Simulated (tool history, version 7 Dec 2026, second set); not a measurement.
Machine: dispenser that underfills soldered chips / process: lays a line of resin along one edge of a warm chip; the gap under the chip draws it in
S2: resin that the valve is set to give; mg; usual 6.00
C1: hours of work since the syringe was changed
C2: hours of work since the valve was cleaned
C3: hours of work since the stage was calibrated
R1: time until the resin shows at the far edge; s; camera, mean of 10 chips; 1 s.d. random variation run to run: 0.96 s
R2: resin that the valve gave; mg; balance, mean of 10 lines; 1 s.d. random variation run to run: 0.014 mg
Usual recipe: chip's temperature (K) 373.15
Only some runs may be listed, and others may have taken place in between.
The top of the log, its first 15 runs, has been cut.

-- hour=153.6 new syringe of resin
run 16 hour=153.6 | chip's_temperature_(K)=361.15 S2=5.14 | C1=0 C2=31 C3=174 | R1=137.8 R2=5.04
run 17 hour=162.3 | chip's_temperature_(K)=361.15 S2=5.14 | C1=7 C2=37 C3=181 | R1=211.3 R2=5.04
-- hour=163.7 new syringe of resin
run 18 hour=169.2 | chip's_temperature_(K)=361.15 S2=5.14 | C1=4 C2=42 C3=186 | R1=180.9 R2=5.01
-- hour=173.6 new syringe of resin
-- hour=180.5 dispensing valve cleaned and set on the balance
run 19 hour=183.2 | chip's_temperature_(K)=383.15 S2=7.62 | C1=6 C2=2 C3=196 | R1=107.3 R2=7.64
-- hour=184.7 new syringe of resin
-- hour=194.5 new syringe of resin
run 20 hour=198.9 | chip's_temperature_(K)=387.15 S2=5.78 | C1=3 C2=13 C3=207 | R1=79.7 R2=5.75
-- hour=204.8 new syringe of resin
-- hour=214.0 new syringe of resin
run 21 hour=214.0 | chip's_temperature_(K)=361.15 S2=5.78 | C1=0 C2=24 C3=218 | R1=134.8 R2=5.71
-- hour=223.5 new syringe of resin
run 22 hour=224.5 | chip's_temperature_(K)=377.15 S2=6.35 | C1=1 C2=32 C3=225 | R1=87.9 R2=6.24
-- hour=233.8 new syringe of resin
run 23 hour=239.9 | chip's_temperature_(K)=370.15 S2=5.51 | C1=5 C2=43 C3=237 | R1=143.2 R2=5.38
-- hour=243.4 new syringe of resin
-- hour=249.3 dispensing valve cleaned and set on the balance
-- hour=253.7 new syringe of resin
run 24 hour=253.7 | chip's_temperature_(K)=368.15 S2=7.59 | C1=0 C2=3 C3=246 | R1=109.6 R2=7.60
-- hour=263.6 new syringe of resin
run 25 hour=268.4 | chip's_temperature_(K)=368.15 S2=7.59 | C1=4 C2=14 C3=257 | R1=132.6 R2=7.55
-- hour=273.5 new syringe of resin
run 26 hour=278.9 | chip's_temperature_(K)=359.15 S2=7.48 | C1=4 C2=22 C3=265 | R1=185.1 R2=7.38
-- hour=282.7 new syringe of resin
run 27 hour=285.8 | chip's_temperature_(K)=368.15 S2=5.30 | C1=2 C2=27 C3=269 | R1=131.6 R2=5.22
-- hour=292.2 new syringe of resin
run 28 hour=292.9 | chip's_temperature_(K)=369.15 S2=7.46 | C1=1 C2=32 C3=275 | R1=109.0 R2=7.34

Forecast run 29:
-- hour=302.0 new syringe of resin
run 29 hour=302.0 | chip's_temperature_(K)=369.15 S2=7.46 | C1=0 C2=38 C3=281 | R1=? R2=?

Run 29 measured R1 107.6 s, R2 7.30 mg.
The same run, on a tool lacking any hidden state, would have yielded R1 102.3 s, R2 7.45 mg.
